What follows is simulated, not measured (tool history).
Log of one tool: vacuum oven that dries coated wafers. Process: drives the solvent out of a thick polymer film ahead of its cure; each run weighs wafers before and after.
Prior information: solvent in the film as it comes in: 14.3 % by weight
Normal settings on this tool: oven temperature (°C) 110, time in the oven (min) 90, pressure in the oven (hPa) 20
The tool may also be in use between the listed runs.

run 1 day=0 | oven_temperature_(°C)=110 time_in_the_oven_(min)=90 pressure_in_the_oven_(hPa)=20 | solvent_left_in_the_film_(%)=1.27
run 2 day=2.017 | oven_temperature_(°C)=110 time_in_the_oven_(min)=90 pressure_in_the_oven_(hPa)=20 | solvent_left_in_the_film_(%)=1.262
run 3 day=3.746 | oven_temperature_(°C)=110 time_in_the_oven_(min)=90 pressure_in_the_oven_(hPa)=20 | solvent_left_in_the_film_(%)=1.248
run 4 day=6.367 | oven_temperature_(°C)=110 time_in_the_oven_(min)=90 pressure_in_the_oven_(hPa)=20 | solvent_left_in_the_film_(%)=1.257
run 5 day=7.633 | oven_temperature_(°C)=110 time_in_the_oven_(min)=90 pressure_in_the_oven_(hPa)=20 | solvent_left_in_the_film_(%)=1.251
run 6 day=9.662 | oven_temperature_(°C)=110 time_in_the_oven_(min)=90 pressure_in_the_oven_(hPa)=20 | solvent_left_in_the_film_(%)=1.244
run 7 day=11.338 | oven_temperature_(°C)=110 time_in_the_oven_(min)=90 pressure_in_the_oven_(hPa)=20 | solvent_left_in_the_film_(%)=1.257
run 8 day=13.625 | oven_temperature_(°C)=110 time_in_the_oven_(min)=114 pressure_in_the_oven_(hPa)=20 | solvent_left_in_the_film_(%)=0.943
run 9 day=14.871 | oven_temperature_(°C)=110 time_in_the_oven_(min)=114 pressure_in_the_oven_(hPa)=20 | solvent_left_in_the_film_(%)=0.936
run 10 day=17.262 | oven_temperature_(°C)=110 time_in_the_oven_(min)=114 pressure_in_the_oven_(hPa)=20 | solvent_left_in_the_film_(%)=0.938
run 11 day=19.792 | oven_temperature_(°C)=111 time_in_the_oven_(min)=90 pressure_in_the_oven_(hPa)=20 | solvent_left_in_the_film_(%)=1.158
run 12 day=21.525 | oven_temperature_(°C)=111 time_in_the_oven_(min)=90 pressure_in_the_oven_(hPa)=20 | solvent_left_in_the_film_(%)=1.141
run 13 day=24.042 | oven_temperature_(°C)=111 time_in_the_oven_(min)=90 pressure_in_the_oven_(hPa)=20 | solvent_left_in_the_film_(%)=1.135
run 14 day=25.692 | oven_temperature_(°C)=110 time_in_the_oven_(min)=90 pressure_in_the_oven_(hPa)=20 | solvent_left_in_the_film_(%)=1.227
run 15 day=27.754 | oven_temperature_(°C)=110 time_in_the_oven_(min)=90 pressure_in_the_oven_(hPa)=20 | solvent_left_in_the_film_(%)=1.216
run 16 day=29.129 | oven_temperature_(°C)=110 time_in_the_oven_(min)=90 pressure_in_the_oven_(hPa)=20 | solvent_left_in_the_film_(%)=1.216
run 17 day=30.488 | oven_temperature_(°C)=110 time_in_the_oven_(min)=90 pressure_in_the_oven_(hPa)=20 | solvent_left_in_the_film_(%)=1.2
run 18 day=32.083 | oven_temperature_(°C)=110 time_in_the_oven_(min)=90 pressure_in_the_oven_(hPa)=20 | solvent_left_in_the_film_(%)=1.199
run 19 day=33.525 | oven_temperature_(°C)=110 time_in_the_oven_(min)=90 pressure_in_the_oven_(hPa)=20 | solvent_left_in_the_film_(%)=1.211
run 20 day=35.833 | oven_temperature_(°C)=110 time_in_the_oven_(min)=90 pressure_in_the_oven_(hPa)=20 | solvent_left_in_the_film_(%)=1.211
run 21 day=37.662 | oven_temperature_(°C)=110 time_in_the_oven_(min)=90 pressure_in_the_oven_(hPa)=20 | solvent_left_in_the_film_(%)=1.204
run 22 day=38.942 | oven_temperature_(°C)=110 time_in_the_oven_(min)=90 pressure_in_the_oven_(hPa)=20 | solvent_left_in_the_film_(%)=1.2
run 23 day=41.488 | oven_temperature_(°C)=110 time_in_the_oven_(min)=48 pressure_in_the_oven_(hPa)=20 | solvent_left_in_the_film_(%)=2.791
-- day=42.808 oven's thermocouples calibrated
run 24 day=44.071 | oven_temperature_(°C)=110 time_in_the_oven_(min)=90 pressure_in_the_oven_(hPa)=20 | solvent_left_in_the_film_(%)=1.134
run 25 day=45.525 | oven_temperature_(°C)=110 time_in_the_oven_(min)=51 pressure_in_the_oven_(hPa)=10.4 | solvent_left_in_the_film_(%)=2.181
-- day=47.129 oven's thermocouples calibrated, once more
run 26 day=47.158 | oven_temperature_(°C)=110 time_in_the_oven_(min)=51 pressure_in_the_oven_(hPa)=10.4 | solvent_left_in_the_film_(%)=2.715
run 27 day=49.679 | oven_temperature_(°C)=106 time_in_the_oven_(min)=142 pressure_in_the_oven_(hPa)=30.8 | solvent_left_in_the_film_(%)=1.568
run 28 day=52.104 | oven_temperature_(°C)=106 time_in_the_oven_(min)=142 pressure_in_the_oven_(hPa)=30.8 | solvent_left_in_the_film_(%)=1.569
run 29 day=53.708 | oven_temperature_(°C)=110 time_in_the_oven_(min)=59 pressure_in_the_oven_(hPa)=63.3 | solvent_left_in_the_film_(%)=3.814
run 30 day=55.888 | oven_temperature_(°C)=104 time_in_the_oven_(min)=90 pressure_in_the_oven_(hPa)=55 | solvent_left_in_the_film_(%)=3.461
run 31 day=57.458 | oven_temperature_(°C)=104 time_in_the_oven_(min)=90 pressure_in_the_oven_(hPa)=55 | solvent_left_in_the_film_(%)=3.453
run 32 day=59.675 | oven_temperature_(°C)=123 time_in_the_oven_(min)=54 pressure_in_the_oven_(hPa)=12 | solvent_left_in_the_film_(%)=1.047
run 33 day=61.446 | oven_temperature_(°C)=110 time_in_the_oven_(min)=90 pressure_in_the_oven_(hPa)=17.2 | solvent_left_in_the_film_(%)=1.314
run 34 day=63.867 | oven_temperature_(°C)=110 time_in_the_oven_(min)=78 pressure_in_the_oven_(hPa)=17 | solvent_left_in_the_film_(%)=1.582
run 35 day=65.388 | oven_temperature_(°C)=108 time_in_the_oven_(min)=144 pressure_in_the_oven_(hPa)=20 | solvent_left_in_the_film_(%)=0.986
run 36 day=66.871 | oven_temperature_(°C)=108 time_in_the_oven_(min)=144 pressure_in_the_oven_(hPa)=20 | solvent_left_in_the_film_(%)=0.992
run 37 day=69.196 | oven_temperature_(°C)=108 time_in_the_oven_(min)=144 pressure_in_the_oven_(hPa)=20 | solvent_left_in_the_film_(%)=0.997
run 38 day=70.854 | oven_temperature_(°C)=108 time_in_the_oven_(min)=144 pressure_in_the_oven_(hPa)=20 | solvent_left_in_the_film_(%)=0.985
run 39 day=73.333 | oven_temperature_(°C)=102 time_in_the_oven_(min)=58 pressure_in_the_oven_(hPa)=10.3 | solvent_left_in_the_film_(%)=3.382
run 40 day=74.925 | oven_temperature_(°C)=110 time_in_the_oven_(min)=90 pressure_in_the_oven_(hPa)=70.7 | solvent_left_in_the_film_(%)=3.047
run 41 day=77.267 | oven_temperature_(°C)=103 time_in_the_oven_(min)=59 pressure_in_the_oven_(hPa)=39.2 | solvent_left_in_the_film_(%)=4.14
run 42 day=79.35 | oven_temperature_(°C)=103 time_in_the_oven_(min)=59 pressure_in_the_oven_(hPa)=39.2 | solvent_left_in_the_film_(%)=4.132
run 43 day=80.862 | oven_temperature_(°C)=110 time_in_the_oven_(min)=143 pressure_in_the_oven_(hPa)=19.5 | solvent_left_in_the_film_(%)=0.875

Run 44 is up next; what results do you expect?
run 44 day=83.458 | oven_temperature_(°C)=106 time_in_the_oven_(min)=46 pressure_in_the_oven_(hPa)=16.2 | solvent_left_in_the_film_(%)=?

{"run 44": {"solvent left in the film (%)": 3.756}}
On a tool with no hidden condition, and with the same random variation, this run would have come out at solvent left in the film (%) 3.828.
